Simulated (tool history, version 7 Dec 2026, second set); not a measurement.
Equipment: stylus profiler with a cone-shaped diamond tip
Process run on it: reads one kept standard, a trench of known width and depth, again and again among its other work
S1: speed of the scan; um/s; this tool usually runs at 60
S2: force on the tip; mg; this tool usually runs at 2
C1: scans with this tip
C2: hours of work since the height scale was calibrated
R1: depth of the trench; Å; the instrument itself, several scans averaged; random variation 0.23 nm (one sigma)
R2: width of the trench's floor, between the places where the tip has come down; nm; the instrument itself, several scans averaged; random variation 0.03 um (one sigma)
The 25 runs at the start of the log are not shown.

run   hour   S1    S2    C1   C2       R1     R2
 26  408.3  163  3.98  4530  315  10148.6  45260
 27  423.8  163  3.98  4671  324  10142.8  45300
 28  441.6   49  4.47  4834  336  10153.5  45660
 29  461.4   16  3.49  5015  348  10135.3  45590
 30  471.4   43  5.39  5107  355    10181  45590
 31  493.2   22   0.9  5306  369  10064.7  45610
 32  510.7  140   0.9  5466  380  10063.5  44930
 33  521.4  140   0.9  5563  386  10066.4  44890
 34  534.4  140   0.9  5683  395  10070.1  44870
 35  549.4  140   0.9  5819  404  10065.4  44880
 36  570.3  107  2.76  6011  418  10121.7  45270
 37  583.5   52  2.21  6132  426  10105.9  45470
 38  595.2   52  2.21  6239  433  10108.9  45410
 39  616.6  124  2.21  6435  447  10106.1  45240

Consider 3 possible next runs. They are alternatives, not a sequence: every one starts from the tool as it was left by run 39. What does each give?
  A  631.7  124  5.74  6572  457   ?   ?
  B  631.7   68  3.91  6572  457   ?   ?
  C  631.7  120  1.26  6572  457   ?   ?

run       R1     R2
  A  10185.9  45320
  B  10143.3  45410
  C  10082.5  45080
What these runs would have given with no unlogged condition in the tool:
run       R1     R2
  A  10165.2  45690
  B  10122.8  45770
  C  10062.1  45450
